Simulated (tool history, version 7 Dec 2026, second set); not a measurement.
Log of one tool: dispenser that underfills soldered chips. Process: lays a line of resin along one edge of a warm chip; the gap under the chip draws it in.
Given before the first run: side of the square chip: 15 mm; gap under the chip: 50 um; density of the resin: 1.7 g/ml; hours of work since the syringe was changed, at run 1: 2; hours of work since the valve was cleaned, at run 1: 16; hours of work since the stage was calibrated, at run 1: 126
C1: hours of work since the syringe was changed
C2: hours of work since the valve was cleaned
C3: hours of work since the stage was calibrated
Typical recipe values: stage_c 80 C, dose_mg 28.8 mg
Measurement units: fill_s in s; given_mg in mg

{"run": 1, "day": 0.0, "stage_c": 80, "dose_mg": 28.8, "C1": 2, "C2": 16, "C3": 126, "fill_s": 153.2, "given_mg": 28.47}
{"day": 0.292, "done": "new syringe of resin"}
{"run": 2, "day": 0.404, "stage_c": 80, "dose_mg": 28.8, "C1": 2, "C2": 23, "C3": 132, "fill_s": 153.9, "given_mg": 28.23}
{"day": 0.696, "done": "new syringe of resin"}
{"run": 3, "day": 0.767, "stage_c": 80, "dose_mg": 28.8, "C1": 1, "C2": 29, "C3": 138, "fill_s": 149.6, "given_mg": 28.28}
{"day": 1.104, "done": "new syringe of resin"}
{"run": 4, "day": 1.371, "stage_c": 80, "dose_mg": 28.8, "C1": 5, "C2": 39, "C3": 149, "fill_s": 168.4, "given_mg": 28.06}
{"day": 1.533, "done": "new syringe of resin"}
{"run": 5, "day": 1.733, "stage_c": 80, "dose_mg": 28.8, "C1": 3, "C2": 45, "C3": 155, "fill_s": 162.7, "given_mg": 27.79}
{"day": 1.95, "done": "new syringe of resin"}
{"run": 6, "day": 2.075, "stage_c": 80, "dose_mg": 28.8, "C1": 2, "C2": 51, "C3": 160, "fill_s": 154.3, "given_mg": 27.83}
{"day": 2.35, "done": "new syringe of resin"}
{"run": 7, "day": 2.362, "stage_c": 80, "dose_mg": 28.8, "C1": 0, "C2": 56, "C3": 165, "fill_s": 142.9, "given_mg": 27.62}
{"day": 2.75, "done": "new syringe of resin"}
{"run": 8, "day": 2.762, "stage_c": 80, "dose_mg": 28.8, "C1": 0, "C2": 62, "C3": 172, "fill_s": 142.7, "given_mg": 27.59}
{"day": 3.162, "done": "new syringe of resin"}
{"run": 9, "day": 3.167, "stage_c": 80, "dose_mg": 28.8, "C1": 0, "C2": 69, "C3": 179, "fill_s": 145.8, "given_mg": 27.61}
{"day": 3.271, "done": "dispensing valve cleaned and set on the balance"}
{"run": 10, "day": 3.571, "stage_c": 80, "dose_mg": 28.8, "C1": 6, "C2": 5, "C3": 185, "fill_s": 188, "given_mg": 28.69}
{"day": 3.638, "done": "new syringe of resin"}
{"day": 4.033, "done": "new syringe of resin"}
{"run": 11, "day": 4.079, "stage_c": 80, "dose_mg": 28.8, "C1": 1, "C2": 14, "C3": 193, "fill_s": 144.3, "given_mg": 28.55}
{"day": 4.438, "done": "new syringe of resin"}
{"run": 12, "day": 4.438, "stage_c": 80, "dose_mg": 28.8, "C1": 0, "C2": 19, "C3": 199, "fill_s": 141.6, "given_mg": 28.34}
{"day": 4.833, "done": "new syringe of resin"}
{"run": 13, "day": 5.025, "stage_c": 80, "dose_mg": 28.8, "C1": 3, "C2": 29, "C3": 209, "fill_s": 167.9, "given_mg": 28.17}
{"day": 5.221, "done": "new syringe of resin"}
{"run": 14, "day": 5.517, "stage_c": 80, "dose_mg": 28.8, "C1": 5, "C2": 38, "C3": 217, "fill_s": 181, "given_mg": 27.93}
{"day": 5.612, "done": "new syringe of resin"}
{"day": 6.008, "done": "new syringe of resin"}
{"run": 15, "day": 6.062, "stage_c": 80, "dose_mg": 28.8, "C1": 1, "C2": 47, "C3": 226, "fill_s": 143.9, "given_mg": 27.9}
{"day": 6.396, "done": "new syringe of resin"}
{"run": 16, "day": 6.492, "stage_c": 80, "dose_mg": 28.8, "C1": 2, "C2": 54, "C3": 233, "fill_s": 153.4, "given_mg": 27.71}
{"day": 6.779, "done": "new syringe of resin"}
{"run": 17, "day": 6.971, "stage_c": 80, "dose_mg": 28.8, "C1": 3, "C2": 62, "C3": 241, "fill_s": 161.9, "given_mg": 27.74}
{"day": 7.2, "done": "new syringe of resin"}
{"run": 18, "day": 7.262, "stage_c": 80, "dose_mg": 28.8, "C1": 1, "C2": 67, "C3": 246, "fill_s": 152.2, "given_mg": 27.49}
{"day": 7.542, "done": "dispensing valve cleaned and set on the balance"}
{"day": 7.633, "done": "new syringe of resin"}
{"run": 19, "day": 7.862, "stage_c": 88, "dose_mg": 32.3, "C1": 4, "C2": 5, "C3": 256, "fill_s": 117.9, "given_mg": 32.12}
{"day": 8.033, "done": "new syringe of resin"}
{"run": 20, "day": 8.221, "stage_c": 76, "dose_mg": 28.8, "C1": 3, "C2": 11, "C3": 262, "fill_s": 192.2, "given_mg": 28.4}
{"day": 8.425, "done": "new syringe of resin"}
{"day": 8.838, "done": "new syringe of resin"}
{"run": 21, "day": 8.838, "stage_c": 76, "dose_mg": 28.8, "C1": 0, "C2": 22, "C3": 272, "fill_s": 170.6, "given_mg": 28.42}
{"run": 22, "day": 9.196, "stage_c": 93, "dose_mg": 31.2, "C1": 6, "C2": 28, "C3": 278, "fill_s": 105.9, "given_mg": 30.49}
{"day": 9.25, "done": "new syringe of resin"}
{"run": 23, "day": 9.512, "stage_c": 94, "dose_mg": 35.5, "C1": 5, "C2": 33, "C3": 283, "fill_s": 96.7, "given_mg": 34.75}
{"day": 9.654, "done": "new syringe of resin"}
{"run": 24, "day": 9.988, "stage_c": 94, "dose_mg": 35.5, "C1": 6, "C2": 41, "C3": 291, "fill_s": 101.5, "given_mg": 34.56}
{"day": 10.058, "done": "new syringe of resin"}
{"day": 10.475, "done": "new syringe of resin"}
{"run": 25, "day": 10.475, "stage_c": 65, "dose_mg": 32.6, "C1": 0, "C2": 49, "C3": 299, "fill_s": 274.4, "given_mg": 31.56}
{"day": 10.875, "done": "new syringe of resin"}
{"run": 26, "day": 10.908, "stage_c": 73, "dose_mg": 32.6, "C1": 1, "C2": 56, "C3": 306, "fill_s": 198.7, "given_mg": 31.29}
{"day": 11.258, "done": "new syringe of resin"}
{"run": 27, "day": 11.304, "stage_c": 71, "dose_mg": 26.8, "C1": 1, "C2": 63, "C3": 313, "fill_s": 224.2, "given_mg": 25.6}
{"day": 11.654, "done": "new syringe of resin"}
{"day": 11.8, "done": "dispensing valve cleaned and set on the balance"}
{"run": 28, "day": 11.804, "stage_c": 71, "dose_mg": 26.8, "C1": 2, "C2": 0, "C3": 321, "fill_s": 231.7, "given_mg": 26.91}
{"day": 12.083, "done": "new syringe of resin"}
{"run": 29, "day": 12.138, "stage_c": 88, "dose_mg": 28.9, "C1": 1, "C2": 6, "C3": 326, "fill_s": 104.4, "given_mg": 28.89}
{"run": 30, "day": 12.379, "stage_c": 78, "dose_mg": 35.6, "C1": 5, "C2": 10, "C3": 330, "fill_s": 193.3, "given_mg": 35.53}
{"day": 12.5, "done": "new syringe of resin"}
{"run": 31, "day": 12.867, "stage_c": 76, "dose_mg": 29.7, "C1": 6, "C2": 18, "C3": 339, "fill_s": 228.7, "given_mg": 29.57}
{"day": 12.908, "done": "new syringe of resin"}
{"day": 13.292, "done": "new syringe of resin"}
{"run": 32, "day": 13.292, "stage_c": 76, "dose_mg": 29.7, "C1": 0, "C2": 25, "C3": 346, "fill_s": 174, "given_mg": 29.11}
{"run": 33, "day": 13.608, "stage_c": 76, "dose_mg": 32.7, "C1": 5, "C2": 30, "C3": 351, "fill_s": 222, "given_mg": 32.1}
{"day": 13.696, "done": "new syringe of resin"}
{"run": 34, "day": 13.862, "stage_c": 83, "dose_mg": 25.5, "C1": 3, "C2": 35, "C3": 355, "fill_s": 147.8, "given_mg": 24.98}

Some steps in fill_s between neighbouring runs. How much of each would the tool show without its hidden state too (settings, what came in, random variation), and how much is left for the hidden state, with any gauge scatter that isn't in both results?
Hidden state at play: resin's viscosity, % of fresh resin's; dose that the valve gives, % of what is set; true chip temperature over the reading, C; drift of the gauge itself on fill_s, %; drift of the gauge itself on given_mg, %.
Run 9 -> 10: dispensing valve cleaned and set on the balance. fill_s +42.2 s: hidden state +45.6, all else -3.4.
Run 24 -> 25: stage_c 94 -> 65, dose_mg 35.5 -> 32.6, new syringe of resin, new syringe of resin. fill_s +172.9 s: hidden state -15.8, all else +188.7.
Run 28 -> 29: stage_c 71 -> 88, dose_mg 26.8 -> 28.9, new syringe of resin. fill_s -127.3 s: hidden state -20.8, all else -106.5.
Run 29 -> 30: stage_c 88 -> 78, dose_mg 28.9 -> 35.6. fill_s +88.9 s: hidden state +38.5, all else +50.4.
Run 31 -> 32: new syringe of resin, new syringe of resin. fill_s -54.7 s: hidden state -54.1, all else -0.6.
Run 32 -> 33: dose_mg 29.7 -> 32.7. fill_s +48 s: hidden state +48.8, all else -0.8.
